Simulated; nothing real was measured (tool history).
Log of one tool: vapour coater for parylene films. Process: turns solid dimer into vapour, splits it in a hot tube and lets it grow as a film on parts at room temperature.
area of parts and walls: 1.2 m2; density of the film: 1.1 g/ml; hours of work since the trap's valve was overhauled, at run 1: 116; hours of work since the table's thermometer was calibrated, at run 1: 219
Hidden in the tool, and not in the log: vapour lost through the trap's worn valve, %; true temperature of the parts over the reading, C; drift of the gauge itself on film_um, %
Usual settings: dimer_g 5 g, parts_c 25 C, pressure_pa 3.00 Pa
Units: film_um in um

run	hour	dimer_g	parts_c	pressure_pa	hours of work since the trap's valve was overhauled	hours of work since the table's thermometer was calibrated	film_um
1	0.0	5	25	3.00	116	219	2.43
2	40.0	5	25	3.00	135	238	2.48
3	78.8	5	25	3.00	153	256	2.39
4	112.2	5	29	3.00	169	272	2.09
5	147.1	5	25	3.00	186	288	2.45
6	176.9	5	25	3.00	200	302	2.41
7	217.6	5	25	3.00	219	322	2.40
8	255.7	5	24	3.00	237	340	2.53
9	290.0	5	24	3.00	253	356	2.55
10	315.3	4	25	3.00	265	368	1.92
11	350.0	4	25	3.00	281	384	1.93
# hour 362.5: trap's valve overhauled
12	373.6	4	25	3.00	5	393	1.91
13	398.3	4	25	4.19	17	405	1.80
14	435.5	3	25	4.19	34	422	1.38
15	456.4	5	25	9.37	44	432	1.88
16	490.7	5	25	9.37	60	448	1.92
17	532.4	5	25	3.00	80	468	2.44
18	567.5	5	25	3.00	97	485	2.40
19	602.7	5	25	3.00	113	501	2.45
20	633.4	5	25	3.00	128	516	2.43
21	666.5	5	25	3.00	143	531	2.39
22	705.7	5	25	3.00	162	550	2.44
23	744.6	5	25	3.00	180	568	2.43
24	762.4	3	25	8.44	189	577	1.20
25	791.8	5	35	4.70	202	590	1.54
26	834.6	5	36	2.72	223	611	1.62
27	863.3	6	19	2.72	236	624	3.73
28	886.7	5	24	3.00	247	635	2.49
29	903.9	5	30	3.00	255	643	2.05
30	931.3	4	24	6.97	268	656	1.65
31	962.1	3	26	10.21	283	671	1.06
# hour 973.1: trap's valve overhauled
32	1007.2	5	20	2.73	16	690	2.98
33	1037.8	4	25	3.00	31	705	1.98
34	1075.6	6	29	4.84	48	722	2.25
35	1110.4	2	33	3.00	65	739	0.73

The next listed run, before its measurement:
36	1132.8	2	33	3.00	75	749	?

{"run 36": {"film_um": 0.73}}
Without the tool's hidden state the same run would have given film_um 0.73 um.

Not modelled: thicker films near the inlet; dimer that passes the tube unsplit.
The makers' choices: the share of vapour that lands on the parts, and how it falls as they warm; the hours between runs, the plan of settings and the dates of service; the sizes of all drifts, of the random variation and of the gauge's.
